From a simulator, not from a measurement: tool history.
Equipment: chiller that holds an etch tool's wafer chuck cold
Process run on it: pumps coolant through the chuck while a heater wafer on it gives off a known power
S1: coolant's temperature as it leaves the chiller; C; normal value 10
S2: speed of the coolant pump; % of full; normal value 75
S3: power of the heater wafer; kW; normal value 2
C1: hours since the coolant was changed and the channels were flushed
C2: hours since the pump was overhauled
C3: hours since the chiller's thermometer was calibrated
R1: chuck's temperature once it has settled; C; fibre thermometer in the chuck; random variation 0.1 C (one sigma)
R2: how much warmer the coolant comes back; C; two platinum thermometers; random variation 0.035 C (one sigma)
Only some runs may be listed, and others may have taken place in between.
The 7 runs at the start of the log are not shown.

run 8 day=9.804 | S1=10 S2=75 S3=1.481 | C1=4065 C2=298 C3=3500 | R1=24.3 R2=4.34
run 9 day=11.55 | S1=10 S2=75 S3=1.481 | C1=4107 C2=340 C3=3542 | R1=24.2 R2=4.31
-- day=12.117 chiller's thermometer calibrated
run 10 day=13.038 | S1=10 S2=75 S3=1.481 | C1=4142 C2=375 C3=22 | R1=24.8 R2=4.29
run 11 day=14.025 | S1=10 S2=75 S3=2 | C1=4165 C2=398 C3=46 | R1=29.8 R2=5.79
run 12 day=15 | S1=10 S2=75 S3=2 | C1=4189 C2=422 C3=69 | R1=29.7 R2=5.83
run 13 day=16.429 | S1=10 S2=75 S3=2 | C1=4223 C2=456 C3=104 | R1=29.8 R2=5.79
run 14 day=18.038 | S1=10 S2=75 S3=2 | C1=4262 C2=495 C3=142 | R1=29.7 R2=5.85
run 15 day=19.879 | S1=10 S2=75 S3=2 | C1=4306 C2=539 C3=186 | R1=29.7 R2=5.81
run 16 day=21.442 | S1=10 S2=75 S3=1.003 | C1=4343 C2=576 C3=224 | R1=19.9 R2=2.89
run 17 day=22.654 | S1=10 S2=75 S3=1.783 | C1=4372 C2=606 C3=253 | R1=27.7 R2=5.26
run 18 day=23.796 | S1=14 S2=83 S3=2 | C1=4400 C2=633 C3=280 | R1=32.5 R2=5.23
run 19 day=25.583 | S1=0 S2=95 S3=2 | C1=4443 C2=676 C3=323 | R1=17.1 R2=4.57
run 20 day=27.104 | S1=5 S2=75 S3=1.528 | C1=4479 C2=712 C3=360 | R1=20.1 R2=4.49
run 21 day=28.979 | S1=5 S2=75 S3=1.528 | C1=4524 C2=757 C3=405 | R1=20.3 R2=4.46
run 22 day=30.288 | S1=1 S2=75 S3=2.816 | C1=4556 C2=789 C3=436 | R1=29.2 R2=8.22
run 23 day=32.062 | S1=1 S2=93 S3=1.609 | C1=4598 C2=831 C3=479 | R1=15.1 R2=3.8
run 24 day=33.708 | S1=10 S2=90 S3=2.766 | C1=4638 C2=871 C3=518 | R1=34.7 R2=6.66
run 25 day=35.596 | S1=12 S2=83 S3=1.164 | C1=4683 C2=916 C3=563 | R1=22.7 R2=3.04
run 26 day=36.629 | S1=12 S2=83 S3=1.164 | C1=4708 C2=941 C3=588 | R1=22.9 R2=3.03
run 27 day=37.508 | S1=7 S2=95 S3=1.549 | C1=4729 C2=962 C3=609 | R1=20.4 R2=3.53
run 28 day=39.346 | S1=7 S2=95 S3=1.549 | C1=4773 C2=1006 C3=654 | R1=20.3 R2=3.52
run 29 day=41.046 | S1=7 S2=95 S3=1.549 | C1=4814 C2=1047 C3=694 | R1=20.2 R2=3.53
run 30 day=42.142 | S1=6 S2=82 S3=1.714 | C1=4840 C2=1073 C3=721 | R1=22.3 R2=4.58
run 31 day=42.988 | S1=6 S2=82 S3=1.714 | C1=4860 C2=1094 C3=741 | R1=22.1 R2=4.53
run 32 day=44.292 | S1=11 S2=82 S3=1.714 | C1=4892 C2=1125 C3=772 | R1=27.3 R2=4.55

Here are 4 independent what-if runs from the current tool condition. What would each one return?
run A day=45.204 | S1=0 S2=64 S3=1.686 | C1=4914 C2=1147 C3=794 | R1=? R2=?
run B day=45.204 | S1=10 S2=66 S3=1.839 | C1=4914 C2=1147 C3=794 | R1=? R2=?
run C day=45.204 | S1=17 S2=78 S3=1.714 | C1=4914 C2=1147 C3=794 | R1=? R2=?
run D day=45.204 | S1=11 S2=81 S3=1.714 | C1=4914 C2=1147 C3=794 | R1=? R2=?

run=A R1=18.7 R2=5.81
run=B R1=29.9 R2=6.17
run=C R1=33.7 R2=4.8
run=D R1=27.5 R2=4.64
Without the tool's unlogged condition, the same runs would have read:
run=A R1=16.8 R2=5.73
run=B R1=27.8 R2=6.09
run=C R1=31.9 R2=4.73
run=D R1=25.8 R2=4.58

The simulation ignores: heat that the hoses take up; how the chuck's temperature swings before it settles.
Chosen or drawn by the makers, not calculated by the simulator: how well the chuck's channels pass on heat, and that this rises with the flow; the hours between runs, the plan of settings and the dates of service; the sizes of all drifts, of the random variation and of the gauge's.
